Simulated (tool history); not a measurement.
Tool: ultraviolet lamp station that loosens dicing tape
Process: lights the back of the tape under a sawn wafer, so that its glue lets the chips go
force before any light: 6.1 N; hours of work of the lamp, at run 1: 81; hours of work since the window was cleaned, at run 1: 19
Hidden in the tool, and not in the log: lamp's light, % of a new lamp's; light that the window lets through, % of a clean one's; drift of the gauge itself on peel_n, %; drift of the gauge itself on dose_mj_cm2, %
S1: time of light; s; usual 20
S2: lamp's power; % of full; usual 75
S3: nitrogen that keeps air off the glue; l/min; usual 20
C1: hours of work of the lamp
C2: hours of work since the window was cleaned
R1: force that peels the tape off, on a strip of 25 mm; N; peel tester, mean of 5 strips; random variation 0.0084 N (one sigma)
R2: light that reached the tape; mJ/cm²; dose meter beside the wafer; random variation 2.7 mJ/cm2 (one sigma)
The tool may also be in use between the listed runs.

Run 1, hour 0.0: usual settings; C1 81; C2 19. Result: R1 0.332 N, R2 378 mJ/cm².
Run 2, hour 38.8: usual settings; C1 107; C2 45. Result: R1 0.348 N, R2 377 mJ/cm².
Run 3, hour 116.5: usual settings but S3 39 l/min; C1 158; C2 96. Result: R1 0.261 N, R2 374 mJ/cm².
Run 4, hour 162.1: usual settings; C1 189; C2 127. Result: R1 0.347 N, R2 379 mJ/cm².
Run 5, hour 243.6: usual settings; C1 243; C2 181. Result: R1 0.342 N, R2 380 mJ/cm².
Run 6, hour 322.4: usual settings but S3 11 l/min; C1 295; C2 233. Result: R1 0.493 N, R2 380 mJ/cm².
Run 7, hour 386.7: usual settings but S3 11 l/min; C1 338; C2 276. Result: R1 0.466 N, R2 379 mJ/cm².
Run 8, hour 441.8: usual settings but S2 100 % of full, S3 11 l/min; C1 374; C2 312. Result: R1 0.322 N, R2 503 mJ/cm².
Run 9, hour 491.5: usual settings but S2 100 % of full, S3 26 l/min; C1 407; C2 345. Result: R1 0.248 N, R2 500 mJ/cm².
Run 10, hour 565.1: usual settings; C1 456; C2 394. Result: R1 0.344 N, R2 369 mJ/cm².
Run 11, hour 614.6: usual settings; C1 489; C2 427. Result: R1 0.347 N, R2 374 mJ/cm².
Run 12, hour 662.2: usual settings; C1 521; C2 459. Result: R1 0.327 N, R2 374 mJ/cm².
Run 13, hour 697.1: usual settings but S1 14 s; C1 544; C2 482. Result: R1 0.574 N, R2 259 mJ/cm².
Run 14, hour 752.8: usual settings but S1 14 s; C1 581; C2 519. Result: R1 0.594 N, R2 262 mJ/cm².
Run 15, hour 802.6: usual settings but S3 28 l/min; C1 614; C2 552. Result: R1 0.288 N, R2 372 mJ/cm².
Run 16, hour 853.3: usual settings but S3 28 l/min; C1 647; C2 585. Result: R1 0.276 N, R2 373 mJ/cm².
Run 17, hour 899.2: usual settings but S3 28 l/min; C1 678; C2 616. Result: R1 0.299 N, R2 377 mJ/cm².
At hour 905.4: window cleaned of glue's vapour.
Run 18, hour 947.5: usual settings but S3 10 l/min; C1 710; C2 28. Result: R1 0.512 N, R2 375 mJ/cm².
Run 19, hour 1005.4: usual settings; C1 748; C2 66. Result: R1 0.333 N, R2 373 mJ/cm².
Run 20, hour 1063.6: usual settings; C1 787; C2 105. Result: R1 0.347 N, R2 378 mJ/cm².
Run 21, hour 1133.0: usual settings; C1 833; C2 151. Result: R1 0.338 N, R2 377 mJ/cm².
Run 22, hour 1192.0: usual settings but S1 23 s, S2 83 % of full, S3 7 l/min; C1 872; C2 190. Result: R1 0.481 N, R2 476 mJ/cm².
Run 23, hour 1251.4: usual settings but S1 19 s, S2 83 % of full, S3 7 l/min; C1 911; C2 230. Result: R1 0.640 N, R2 399 mJ/cm².
Run 24, hour 1308.1: usual settings but S1 11 s, S2 82 % of full; C1 949; C2 267. Result: R1 0.775 N, R2 226 mJ/cm².
Run 25, hour 1380.9: usual settings but S1 25 s, S2 81 % of full, S3 25 l/min; C1 997; C2 316. Result: R1 0.240 N, R2 507 mJ/cm².
Run 26, hour 1416.5: usual settings but S2 66 % of full; C1 1021; C2 339. Result: R1 0.384 N, R2 328 mJ/cm².
Run 27, hour 1489.5: usual settings but S1 25 s, S2 77 % of full; C1 1069; C2 388. Result: R1 0.258 N, R2 479 mJ/cm².
Run 28, hour 1541.8: usual settings but S2 87 % of full, S3 8 l/min; C1 1104; C2 422. Result: R1 0.496 N, R2 436 mJ/cm².
Run 29, hour 1609.9: usual settings but S1 12 s, S2 85 % of full, S3 14 l/min; C1 1149; C2 468. Result: R1 0.842 N, R2 258 mJ/cm².
Run 30, hour 1647.3: usual settings but S1 12 s, S2 85 % of full, S3 14 l/min; C1 1174; C2 492. Result: R1 0.804 N, R2 252 mJ/cm².
Run 31, hour 1714.0: usual settings but S1 12 s, S3 27 l/min; C1 1218; C2 537. Result: R1 0.627 N, R2 222 mJ/cm².
Run 32, hour 1792.8: usual settings but S1 21 s, S2 80 % of full, S3 23 l/min; C1 1271; C2 589. Result: R1 0.291 N, R2 421 mJ/cm².
Run 33, hour 1831.6: usual settings but S1 21 s, S2 80 % of full, S3 23 l/min; C1 1296; C2 615. Result: R1 0.266 N, R2 421 mJ/cm².
At hour 1841.4: window cleaned of glue's vapour.
Run 34, hour 1905.3: usual settings but S1 21 s, S2 80 % of full, S3 23 l/min; C1 1345; C2 42. Result: R1 0.281 N, R2 428 mJ/cm².
Run 35, hour 1957.6: usual settings but S1 36 s, S2 80 % of full, S3 30 l/min; C1 1380; C2 77. Result: R1 0.221 N, R2 722 mJ/cm².
Run 36, hour 2017.2: usual settings but S1 36 s, S2 80 % of full, S3 30 l/min; C1 1419; C2 117. Result: R1 0.234 N, R2 726 mJ/cm².
Run 37, hour 2075.0: usual settings but S1 18 s, S2 63 % of full, S3 7 l/min; C1 1458; C2 155. Result: R1 1.123 N, R2 286 mJ/cm².
Run 38, hour 2132.6: usual settings but S1 14 s, S2 94 % of full; C1 1496; C2 193. Result: R1 0.419 N, R2 329 mJ/cm².
Run 39, hour 2166.3: usual settings but S1 11 s, S2 94 % of full, S3 12 l/min; C1 1518; C2 216. Result: R1 0.858 N, R2 263 mJ/cm².
Run 40, hour 2202.5: usual settings but S1 18 s, S2 86 % of full, S3 29 l/min; C1 1542; C2 240. Result: R1 0.278 N, R2 385 mJ/cm².
Run 41, hour 2235.3: usual settings but S1 31 s, S2 86 % of full, S3 24 l/min; C1 1564; C2 261. Result: R1 0.232 N, R2 664 mJ/cm².
Run 42, hour 2312.0: usual settings but S1 31 s, S2 86 % of full, S3 24 l/min; C1 1615; C2 312. Result: R1 0.231 N, R2 665 mJ/cm².

5 ways to go on from here, each from the tool as it stands after run 42. What would each give?
Run A, hour 2370.2: usual settings but S1 19 s, S2 65 % of full; C1 1654; C2 351. Result: R1 ?, R2 ?.
Run B, hour 2370.2: usual settings but S1 19 s, S2 74 % of full, S3 36 l/min; C1 1654; C2 351. Result: R1 ?, R2 ?.
Run C, hour 2370.2: usual settings but S1 10 s, S3 30 l/min; C1 1654; C2 351. Result: R1 ?, R2 ?.
Run D, hour 2370.2: usual settings but S1 39 s, S2 86 % of full, S3 13 l/min; C1 1654; C2 351. Result: R1 ?, R2 ?.
Run E, hour 2370.2: usual settings but S1 18 s, S2 76 % of full, S3 15 l/min; C1 1654; C2 351. Result: R1 ?, R2 ?.

run     R1   R2
  A  0.428  313
  B  0.286  353
  C  0.821  189
  D  0.236  834
  E  0.472  346
Without the tool's hidden state the same runs would have given:
run     R1   R2
  A  0.425  314
  B  0.285  354
  C  0.817  189
  D  0.236  837
  E  0.470  347
